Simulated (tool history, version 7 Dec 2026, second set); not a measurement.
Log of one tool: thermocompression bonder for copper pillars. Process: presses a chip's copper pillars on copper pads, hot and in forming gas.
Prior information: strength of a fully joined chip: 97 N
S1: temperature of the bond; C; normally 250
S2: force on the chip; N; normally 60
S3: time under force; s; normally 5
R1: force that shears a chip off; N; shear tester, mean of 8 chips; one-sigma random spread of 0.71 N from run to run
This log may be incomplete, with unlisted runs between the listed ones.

run     day   S1  S2  S3    R1
  1       0  250  60   5  46.4
  2   1.475  250  60   5  45.1
  3   2.979  250  60  10  57.3
  4   4.554  250  60   5  45.3
  5   6.521  250  60   5  44.6
  6   7.608  250  60   5    45
  7   9.704  250  37   5  34.7
  8    11.5  250  60   4  40.9
  9  12.683  250  60   5  46.7
 10  14.442  250  60   5  46.6
 11  16.358  250  60   5  46.7
 12  18.262  230  60   5  37.9
 13  19.246  250  83   5  53.6
 14  20.554  250  83   5    53
 15  21.442  250  83   5  53.7
 16   22.45  250  83   5  53.7
 17    23.9  250  60   5    45
 18  25.133  250  60   5  45.2
 19  26.625  229  60   5  36.3
 20  28.675  250  44   5  37.5
 21  30.333  240  59   5  44.4
 22  31.725  240  59   5  44.3
 23  33.471  240  59   5  44.7
 24    35.5  240  59   5  43.1
 25  37.175  240  59   3  34.7
 26  39.054  240  59   3    35
 27  41.012  240  59   3  34.7
 28  42.121  250  43   9  48.8
 29  43.225  270  43   6  50.6
 30  44.846  250  70   3  41.7
 31  47.021  250  70   3    42
 32    49.2  250  70   8  57.6
 33  50.242  227  69   5  38.3
 34  51.367  230  46   6  33.3
 35  53.254  237  65   3    33
 36  54.996  224  79   8  45.2
 37  56.208  249  74   8  56.1
 38  57.596  250  36   8  39.3
 39  59.167  244  60   6  43.9

The log once held 2 entries between its listed runs, left out of this copy. Where does each go, and what is different about the tool's unlogged condition between the listed run before it and the listed run after it?
Logged between run 8 and run 9: heater calibrated with a thermocouple chip (day 12.033)
  true temperature of the bond over the reading, C: -9.2 -> 0; oxide that the forming gas leaves, % of the face: 6.38 -> 6.7
  measured less the result without the state, R1: -6.2 -> -2.4 N
Logged between run 20 and run 21: forming gas filter changed (day 29.804)
  true temperature of the bond over the reading, C: -2.4 -> -2.6; force that reaches the chip, % of what is set: 103.3 -> 103.4; oxide that the forming gas leaves, % of the face: 11.5 -> 0.8
  measured less the result without the state, R1: -5 -> -0.5 N

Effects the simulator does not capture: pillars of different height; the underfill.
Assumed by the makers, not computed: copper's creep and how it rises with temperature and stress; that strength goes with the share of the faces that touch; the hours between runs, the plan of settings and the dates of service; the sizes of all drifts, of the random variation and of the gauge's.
